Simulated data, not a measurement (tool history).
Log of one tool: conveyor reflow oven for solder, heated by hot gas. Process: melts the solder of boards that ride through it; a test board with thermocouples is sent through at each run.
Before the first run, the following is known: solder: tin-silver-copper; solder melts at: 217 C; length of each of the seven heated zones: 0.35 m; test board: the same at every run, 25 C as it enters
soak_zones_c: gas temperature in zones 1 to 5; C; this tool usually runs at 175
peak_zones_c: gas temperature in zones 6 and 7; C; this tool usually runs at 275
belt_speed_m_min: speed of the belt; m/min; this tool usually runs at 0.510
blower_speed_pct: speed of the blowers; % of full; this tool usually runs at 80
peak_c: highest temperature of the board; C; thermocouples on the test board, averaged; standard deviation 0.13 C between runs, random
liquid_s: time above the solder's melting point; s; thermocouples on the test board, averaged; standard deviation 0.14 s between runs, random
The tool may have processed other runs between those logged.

| run | hour | soak_zones_c | peak_zones_c | belt_speed_m_min | blower_speed_pct | peak_c | liquid_s |
|---|---|---|---|---|---|---|---|
| 1 | 0.0 | 175 | 275 | 0.510 | 80 | 267.7 | 73.4 |
| 2 | 33.9 | 175 | 275 | 0.510 | 80 | 267.5 | 73.7 |
| 3 | 68.2 | 175 | 275 | 0.510 | 80 | 267.4 | 73.8 |
| 4 | 97.9 | 175 | 275 | 0.510 | 80 | 267.8 | 73.5 |
| 5 | 122.3 | 175 | 275 | 0.510 | 80 | 267.6 | 73.8 |
| 6 | 156.1 | 175 | 275 | 0.510 | 80 | 267.6 | 73.7 |
| 7 | 175.3 | 175 | 275 | 0.510 | 80 | 267.7 | 74.1 |
| 8 | 213.8 | 175 | 275 | 0.510 | 80 | 267.6 | 73.8 |
| 9 | 251.3 | 175 | 275 | 0.510 | 80 | 267.5 | 73.9 |
| 10 | 284.2 | 175 | 275 | 0.510 | 80 | 267.5 | 73.8 |
| 11 | 309.4 | 175 | 275 | 0.510 | 80 | 267.5 | 73.8 |
|  | 317.3 | flux residue cleaned out of gas plates and filters |
| 12 | 334.2 | 175 | 275 | 0.510 | 80 | 267.1 | 73.1 |
| 13 | 353.0 | 175 | 275 | 0.510 | 80 | 266.9 | 73.7 |
| 14 | 375.1 | 161 | 275 | 0.510 | 80 | 265.5 | 68.2 |
| 15 | 410.1 | 175 | 267 | 0.510 | 80 | 259.3 | 69.3 |
| 16 | 450.5 | 172 | 268 | 0.510 | 80 | 260.0 | 69.0 |
| 17 | 488.1 | 172 | 271 | 0.473 | 80 | 264.3 | 77.3 |
| 18 | 510.8 | 172 | 271 | 0.473 | 83 | 264.6 | 77.8 |
|  | 542.3 | thermocouples of zones 6 and 7 changed |
|  | 550.8 | flux residue cleaned out of gas plates and filters, once more |
| 19 | 557.9 | 172 | 271 | 0.473 | 83 | 264.6 | 78.1 |
| 20 | 598.6 | 172 | 271 | 0.473 | 83 | 264.7 | 78.2 |
| 21 | 631.7 | 175 | 275 | 0.510 | 62 | 264.6 | 72.4 |
| 22 | 654.0 | 175 | 279 | 0.510 | 55 | 267.4 | 73.5 |
| 23 | 680.0 | 175 | 279 | 0.510 | 55 | 267.4 | 73.6 |
| 24 | 705.2 | 175 | 279 | 0.510 | 55 | 267.4 | 73.9 |
| 25 | 727.9 | 175 | 267 | 0.510 | 55 | 256.1 | 67.6 |
| 26 | 762.4 | 175 | 275 | 0.462 | 80 | 268.8 | 83.4 |
| 27 | 797.7 | 175 | 275 | 0.462 | 80 | 269.0 | 83.3 |
|  | 810.4 | belt drive overhauled, speed set with a stopwatch |
| 28 | 828.9 | 175 | 285 | 0.510 | 52 | 272.0 | 74.9 |
| 29 | 854.8 | 175 | 285 | 0.510 | 64 | 274.1 | 76.0 |
| 30 | 883.5 | 175 | 285 | 0.510 | 64 | 274.1 | 76.2 |

Measured minus without-hidden-state, run by run (identical run-to-run variation in each term; gauge scatter may differ):
Hidden state at play: heat that the gas passes to the board, % of a clean oven's; belt's true speed, % of the reading; true gas temperature in zones 6 and 7 over the reading, C; drift of the gauge itself on peak_c, C; drift of the gauge itself on liquid_s, %.
| run | peak_c | liquid_s |
|---|---|---|
| 1 | +0.6 | +0.6 |
| 2 | +0.5 | +0.7 |
| 3 | +0.5 | +0.8 |
| 4 | +0.6 | +0.7 |
| 5 | +0.6 | +0.8 |
| 6 | +0.5 | +0.8 |
| 7 | +0.6 | +0.8 |
| 8 | +0.5 | +0.8 |
| 9 | +0.6 | +0.8 |
| 10 | +0.5 | +0.8 |
| 11 | +0.6 | +0.9 |
| 12 | -0.2 | +0.4 |
| 13 | -0.2 | +0.4 |
| 14 | -0.5 | +0.0 |
| 15 | -0.2 | +0.1 |
| 16 | -0.2 | +0.2 |
| 17 | +0.0 | +0.5 |
| 18 | +0.1 | +0.5 |
| 19 | -0.2 | +1.0 |
| 20 | -0.2 | +1.0 |
| 21 | -0.1 | +1.0 |
| 22 | -0.1 | +1.0 |
| 23 | +0.0 | +1.1 |
| 24 | +0.0 | +1.1 |
| 25 | -0.1 | +1.0 |
| 26 | -0.1 | +1.2 |
| 27 | -0.1 | +1.2 |
| 28 | -0.5 | -0.2 |
| 29 | -0.5 | -0.2 |
| 30 | -0.5 | -0.1 |

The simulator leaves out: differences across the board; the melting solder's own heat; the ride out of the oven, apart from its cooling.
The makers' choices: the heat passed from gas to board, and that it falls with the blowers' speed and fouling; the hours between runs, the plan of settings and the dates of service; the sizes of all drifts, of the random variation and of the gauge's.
